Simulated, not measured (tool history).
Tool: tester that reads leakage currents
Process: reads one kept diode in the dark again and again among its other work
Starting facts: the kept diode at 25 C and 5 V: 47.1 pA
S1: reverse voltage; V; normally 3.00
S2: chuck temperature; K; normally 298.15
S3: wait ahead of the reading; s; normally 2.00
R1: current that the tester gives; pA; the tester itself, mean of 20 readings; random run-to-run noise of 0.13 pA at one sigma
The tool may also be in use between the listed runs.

run	hour	S1	S2	S3	R1
1	0.0	3.00	298.15	2.00	40.20
# hour 94.6: probe card cleaned and baked
2	122.3	3.00	298.15	2.00	40.15
3	192.3	3.00	298.15	5.08	39.92
4	286.2	3.00	298.15	5.08	40.03
5	339.7	3.00	298.15	5.08	39.85
6	420.4	3.00	298.15	5.08	39.95
7	485.8	3.00	298.15	5.08	39.63
8	560.8	3.00	298.15	5.08	39.98
9	666.8	2.63	306.15	2.00	79.82
10	775.1	2.63	306.15	2.00	79.02
11	853.5	9.69	298.15	3.52	59.61
12	978.9	9.69	325.15	3.52	605.42

Forecast each of these 4 alternatives for the next run:
# hour 1044.4: chuck's temperature calibrated
A	1108.9	7.04	326.15	0.36	?
# hour 1044.4: chuck's temperature calibrated
B	1108.9	1.88	299.15	1.67	?
# hour 1044.4: chuck's temperature calibrated
C	1108.9	1.85	298.15	2.00	?
# hour 1044.4: chuck's temperature calibrated
D	1108.9	5.32	325.15	1.66	?

run	R1
A	595.57
B	37.40
C	33.95
D	496.99
Take away the tool's hidden state, keep each run's random variation, and the runs would have read:
run	R1
A	595.58
B	37.40
C	33.95
D	497.00
